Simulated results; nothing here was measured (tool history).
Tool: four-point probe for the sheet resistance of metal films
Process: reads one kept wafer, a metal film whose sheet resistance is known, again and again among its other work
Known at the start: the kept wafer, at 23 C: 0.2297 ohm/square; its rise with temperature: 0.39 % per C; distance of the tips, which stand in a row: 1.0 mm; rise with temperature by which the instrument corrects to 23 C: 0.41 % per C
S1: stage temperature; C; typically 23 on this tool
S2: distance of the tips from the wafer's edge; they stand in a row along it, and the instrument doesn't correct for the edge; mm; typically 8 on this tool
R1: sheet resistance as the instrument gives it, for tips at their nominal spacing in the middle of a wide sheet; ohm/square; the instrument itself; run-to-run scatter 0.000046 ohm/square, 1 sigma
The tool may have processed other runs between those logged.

{"run": 1, "day": 0.0, "S1": 23, "S2": 8, "R1": 0.231656}
{"run": 2, "day": 3.412, "S1": 23, "S2": 8, "R1": 0.231712}
{"run": 3, "day": 8.271, "S1": 23, "S2": 8, "R1": 0.23156}
{"run": 4, "day": 10.404, "S1": 31, "S2": 8, "R1": 0.23116}
{"run": 5, "day": 12.629, "S1": 31, "S2": 8, "R1": 0.231043}
{"run": 6, "day": 16.2, "S1": 23, "S2": 8, "R1": 0.231472}
{"run": 7, "day": 20.946, "S1": 23, "S2": 10, "R1": 0.230686}
{"run": 8, "day": 24.588, "S1": 23, "S2": 10, "R1": 0.230543}
{"run": 9, "day": 27.321, "S1": 23, "S2": 10, "R1": 0.230553}
{"run": 10, "day": 32.117, "S1": 24, "S2": 8, "R1": 0.231113}
{"run": 11, "day": 36.079, "S1": 24, "S2": 8, "R1": 0.231065}
{"run": 12, "day": 40.325, "S1": 23, "S2": 9, "R1": 0.230465}
{"run": 13, "day": 42.454, "S1": 23, "S2": 9, "R1": 0.230492}
{"run": 14, "day": 44.688, "S1": 23, "S2": 9, "R1": 0.230502}
{"run": 15, "day": 47.729, "S1": 23, "S2": 9, "R1": 0.230466}
{"run": 16, "day": 49.892, "S1": 23, "S2": 9, "R1": 0.230501}
{"run": 17, "day": 52.288, "S1": 23, "S2": 9, "R1": 0.23035}
{"run": 18, "day": 55.967, "S1": 23, "S2": 9, "R1": 0.23036}
{"run": 19, "day": 58.067, "S1": 23, "S2": 9, "R1": 0.230308}
{"run": 20, "day": 62.842, "S1": 23, "S2": 14, "R1": 0.22935}
{"run": 21, "day": 65.746, "S1": 23, "S2": 14, "R1": 0.229302}
{"run": 22, "day": 68.183, "S1": 23, "S2": 14, "R1": 0.229182}
{"run": 23, "day": 70.896, "S1": 18, "S2": 8, "R1": 0.230683}
{"run": 24, "day": 75.562, "S1": 18, "S2": 8, "R1": 0.230638}
{"run": 25, "day": 78.304, "S1": 18, "S2": 8, "R1": 0.230456}
{"run": 26, "day": 82.412, "S1": 18, "S2": 3, "R1": 0.241375}
{"run": 27, "day": 86.246, "S1": 34, "S2": 3, "R1": 0.240709}
{"run": 28, "day": 90.754, "S1": 19, "S2": 25, "R1": 0.228553}
{"run": 29, "day": 93.342, "S1": 24, "S2": 10, "R1": 0.229355}
{"run": 30, "day": 96.192, "S1": 24, "S2": 10, "R1": 0.229321}
{"run": 31, "day": 100.208, "S1": 32, "S2": 4, "R1": 0.235136}
{"run": 32, "day": 104.883, "S1": 31, "S2": 52, "R1": 0.227584}
{"run": 33, "day": 108.525, "S1": 31, "S2": 17, "R1": 0.227894}
{"run": 34, "day": 111.621, "S1": 23, "S2": 39, "R1": 0.227896}
{"run": 35, "day": 114.662, "S1": 23, "S2": 6, "R1": 0.231158}
{"run": 36, "day": 119.45, "S1": 28, "S2": 38, "R1": 0.227515}
{"run": 37, "day": 121.725, "S1": 28, "S2": 38, "R1": 0.227524}

Forecast run 38:
{"run": 38, "day": 126.467, "S1": 34, "S2": 9, "R1": "?"}

Run 38 gave R1 0.228609 ohm/square.
Without the tool's hidden state the same run would have given R1 0.230741 ohm/square.
